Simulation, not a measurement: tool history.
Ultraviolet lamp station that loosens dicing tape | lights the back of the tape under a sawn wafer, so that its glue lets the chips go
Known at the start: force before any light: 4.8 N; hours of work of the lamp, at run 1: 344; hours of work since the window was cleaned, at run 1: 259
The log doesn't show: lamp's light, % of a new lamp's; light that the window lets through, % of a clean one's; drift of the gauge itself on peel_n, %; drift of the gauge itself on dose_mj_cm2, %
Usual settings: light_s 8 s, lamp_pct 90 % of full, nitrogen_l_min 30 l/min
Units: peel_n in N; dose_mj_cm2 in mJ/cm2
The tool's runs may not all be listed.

run	hour	light_s	lamp_pct	nitrogen_l_min	hours of work of the lamp	hours of work since the window was cleaned	peel_n	dose_mj_cm2
1	0	8	90	30	344	259	0.262	313
2	10	8	90	30	351	266	0.263	310
3	23.5	8	90	30	360	275	0.264	313
4	34.2	8	90	30	368	283	0.261	312
5	45.5	8	90	30	376	291	0.262	307
6	60.6	8	93	30	387	302	0.255	318
7	74.3	8	90	30	396	312	0.27	304
8	82.5	8	90	30	402	317	0.262	301
9	91	8	90	30	408	323	0.265	302
10	98.5	8	90	30	414	329	0.268	301
11	111.8	8	90	30	423	338	0.273	304
12	123.4	8	90	30	431	346	0.265	303
13	136.7	8	90	43	441	356	0.245	299

Run 14 comes next. What will it give?
14	151.6	8	90	43	451	367	?	?

{"run 14": {"peel_n": 0.246, "dose_mj_cm2": 296}}
Without the tool's hidden state the same run would have given peel_n 0.222 N, dose_mj_cm2 374 mJ/cm2.
